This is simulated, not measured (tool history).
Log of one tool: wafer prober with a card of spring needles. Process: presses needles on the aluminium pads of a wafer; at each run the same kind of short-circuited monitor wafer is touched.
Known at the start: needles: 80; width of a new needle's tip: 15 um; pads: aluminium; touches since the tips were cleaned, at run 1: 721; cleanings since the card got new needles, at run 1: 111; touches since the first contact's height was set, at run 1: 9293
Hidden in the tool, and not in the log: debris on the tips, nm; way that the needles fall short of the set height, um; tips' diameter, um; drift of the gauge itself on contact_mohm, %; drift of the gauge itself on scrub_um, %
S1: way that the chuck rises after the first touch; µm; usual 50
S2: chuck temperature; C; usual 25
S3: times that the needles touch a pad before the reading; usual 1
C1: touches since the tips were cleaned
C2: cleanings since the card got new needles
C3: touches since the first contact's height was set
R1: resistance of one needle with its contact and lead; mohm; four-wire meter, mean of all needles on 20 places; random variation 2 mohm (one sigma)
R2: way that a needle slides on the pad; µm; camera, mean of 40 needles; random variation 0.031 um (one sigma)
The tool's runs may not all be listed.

run    hour  S1   S2  S3    C1   C2      C3   R1     R2
  1       0  50   25   1   721  111    9293  221   9.79
         10  -- tips cleaned on abrasive film
         20  -- tips cleaned on abrasive film
       32.5  -- tips cleaned on abrasive film
         45  -- tips cleaned on abrasive film
         55  -- tips cleaned on abrasive film
       67.5  -- tips cleaned on abrasive film
  2    69.5  50   25   1   676  117   33113  220   9.79
       79.5  -- tips cleaned on abrasive film
         92  -- tips cleaned on abrasive film
        102  -- tips cleaned on abrasive film
        112  -- tips cleaned on abrasive film
      122.3  -- tips cleaned on abrasive film
  3   122.3  50   25   1     0  122   51225  222   9.89
      132.3  -- tips cleaned on abrasive film
      142.3  -- tips cleaned on abrasive film
      154.8  -- tips cleaned on abrasive film
      167.3  -- tips cleaned on abrasive film
      179.8  -- tips cleaned on abrasive film
  4   185.1  50   25   1  1823  127   72766  222   9.85
      190.1  -- tips cleaned on abrasive film
      200.1  -- tips cleaned on abrasive film
      210.2  -- tips cleaned on abrasive film
      222.6  -- tips cleaned on abrasive film
      235.1  -- tips cleaned on abrasive film
      245.1  -- tips cleaned on abrasive film
  5   246.3  50   25   1   414  133   93750  221   9.84
      256.4  -- tips cleaned on abrasive film
      266.4  -- tips cleaned on abrasive film
      278.9  -- tips cleaned on abrasive film
      284.1  -- height of the first contact set anew
      291.6  -- tips cleaned on abrasive film
  6   294.8  50   25   1  1096  137    3667  225   9.85
      302.3  -- tips cleaned on abrasive film
      312.4  -- tips cleaned on abrasive film
      324.8  -- tips cleaned on abrasive film
      337.3  -- tips cleaned on abrasive film
  7   340.5  50   41   1  1083  141   19320  222   9.88
        348  -- tips cleaned on abrasive film
        358  -- tips cleaned on abrasive film
      370.5  -- tips cleaned on abrasive film
      382.3  -- tips cleaned on abrasive film
  8   382.3  50   25   2     0  145   33652  221   9.93
      394.8  -- tips cleaned on abrasive film
      404.8  -- tips cleaned on abrasive film
      417.3  -- tips cleaned on abrasive film
      429.8  -- tips cleaned on abrasive film
  9   433.4  50   25   1  1258  149   51195  219   9.84
      440.9  -- tips cleaned on abrasive film
      450.9  -- tips cleaned on abrasive film
        461  -- tips cleaned on abrasive film
      473.4  -- tips cleaned on abrasive film
 10   473.7  50   25   1   103  153   65013  221   9.86
      483.8  -- tips cleaned on abrasive film
      493.8  -- tips cleaned on abrasive film
      506.3  -- tips cleaned on abrasive film
      518.7  -- tips cleaned on abrasive film
 11   526.3  50   25   1  2616  157   83059  218    9.9
      528.9  -- tips cleaned on abrasive film
      538.9  -- tips cleaned on abrasive film
      551.4  -- tips cleaned on abrasive film
      561.4  -- tips cleaned on abrasive film
      571.4  -- tips cleaned on abrasive film
      583.9  -- tips cleaned on abrasive film
 12   584.3  50   25   1   154  163  102928  221    9.9
      594.4  -- tips cleaned on abrasive film
      594.7  -- height of the first contact set anew
      604.7  -- tips cleaned on abrasive film
      617.2  -- tips cleaned on abrasive film
      629.6  -- tips cleaned on abrasive film
 13   638.3  50   25   1  3011  167   15011  220   9.89
      640.9  -- tips cleaned on abrasive film
      650.9  -- tips cleaned on abrasive film
      660.9  -- tips cleaned on abrasive film
      673.4  -- tips cleaned on abrasive film
 14   682.1  50   35   1  2999  171   30009  224   9.89
      684.7  -- tips cleaned on abrasive film
      697.2  -- tips cleaned on abrasive film
      709.7  -- tips cleaned on abrasive film
      722.1  -- tips cleaned on abrasive film
      734.6  -- tips cleaned on abrasive film
 15     739  50   35   1  1503  176   49511  225    9.9
      746.5  -- tips cleaned on abrasive film
        759  -- tips cleaned on abrasive film
      771.5  -- tips cleaned on abrasive film
        784  -- tips cleaned on abrasive film
      796.5  -- tips cleaned on abrasive film
      806.5  -- tips cleaned on abrasive film
 16   809.1  47   62   1   920  182   73574  230   9.32
      816.7  -- tips cleaned on abrasive film
      826.7  -- tips cleaned on abrasive film
      839.2  -- tips cleaned on abrasive film
      851.7  -- tips cleaned on abrasive film
      864.2  -- tips cleaned on abrasive film
      874.2  -- tips cleaned on abrasive film
 17   876.3  60   62   1   744  188   96608  232  11.95
      886.3  -- tips cleaned on abrasive film
      896.3  -- tips cleaned on abrasive film
      904.1  -- height of the first contact set anew
      909.1  -- tips cleaned on abrasive film
 18   909.9  50   72   1   270  191    1984  237   9.97
      919.9  -- tips cleaned on abrasive film
      932.4  -- tips cleaned on abrasive film
      944.9  -- tips cleaned on abrasive film
      957.4  -- tips cleaned on abrasive film
      969.9  -- tips cleaned on abrasive film
 19   973.7  48   25   2  1336  196   23893  221   9.62
      981.3  -- tips cleaned on abrasive film
      991.3  -- tips cleaned on abrasive film
     1003.8  -- tips cleaned on abrasive film
     1016.3  -- tips cleaned on abrasive film
     1026.3  -- tips cleaned on abrasive film
     1038.8  -- tips cleaned on abrasive film
 20  1040.7  48   26   3   657  202   46836  223   9.58
     1050.7  -- tips cleaned on abrasive film
     1060.7  -- tips cleaned on abrasive film
     1070.7  -- tips cleaned on abrasive film
     1080.7  -- tips cleaned on abrasive film
     1093.2  -- tips cleaned on abrasive film
     1103.2  -- tips cleaned on abrasive film
     1115.7  -- tips cleaned on abrasive film
 21    1116  38  108   1   116  209   72665  252   7.56
       1126  -- tips cleaned on abrasive film
     1136.1  -- tips cleaned on abrasive film
     1148.5  -- tips cleaned on abrasive film
       1161  -- tips cleaned on abrasive film
       1171  -- tips cleaned on abrasive film
 22  1172.2  64   92   1   397  214   91918  232  12.79
     1182.2  -- tips cleaned on abrasive film
     1194.7  -- tips cleaned on abrasive film
     1207.2  -- tips cleaned on abrasive film
     1214.9  -- height of the first contact set anew
     1217.5  -- tips cleaned on abrasive film
 23  1221.8  65   25   3  1477  218    2335  217  13.03
     1229.3  -- tips cleaned on abrasive film
     1241.8  -- tips cleaned on abrasive film
     1254.3  -- tips cleaned on abrasive film
     1266.8  -- tips cleaned on abrasive film
 24  1274.3  31   25   1  2596  222   20360  235   6.16

Forecast each of these 3 alternatives for the next run:
     1276.9  -- tips cleaned on abrasive film
     1289.3  -- tips cleaned on abrasive film
     1299.4  -- tips cleaned on abrasive film
     1311.8  -- tips cleaned on abrasive film
     1321.9  -- tips cleaned on abrasive film
     1334.3  -- tips cleaned on abrasive film
     1346.8  -- tips cleaned on abrasive film
  A  1348.7  31  25   2  661  229  45883   ?   ?
     1276.9  -- tips cleaned on abrasive film
     1289.3  -- tips cleaned on abrasive film
     1299.4  -- tips cleaned on abrasive film
     1311.8  -- tips cleaned on abrasive film
     1321.9  -- tips cleaned on abrasive film
     1334.3  -- tips cleaned on abrasive film
     1346.8  -- tips cleaned on abrasive film
  B  1348.7  31  59   1  661  229  45883   ?   ?
     1276.9  -- tips cleaned on abrasive film
     1289.3  -- tips cleaned on abrasive film
     1299.4  -- tips cleaned on abrasive film
     1311.8  -- tips cleaned on abrasive film
     1321.9  -- tips cleaned on abrasive film
     1334.3  -- tips cleaned on abrasive film
     1346.8  -- tips cleaned on abrasive film
  C  1348.7  61  52   2  661  229  45883   ?   ?

run   R1     R2
  A  234   6.23
  B  243   6.22
  C  226  12.17
Without the tool's hidden state the same runs would have given:
run   R1     R2
  A  234   6.11
  B  242    6.1
  C  225  11.93

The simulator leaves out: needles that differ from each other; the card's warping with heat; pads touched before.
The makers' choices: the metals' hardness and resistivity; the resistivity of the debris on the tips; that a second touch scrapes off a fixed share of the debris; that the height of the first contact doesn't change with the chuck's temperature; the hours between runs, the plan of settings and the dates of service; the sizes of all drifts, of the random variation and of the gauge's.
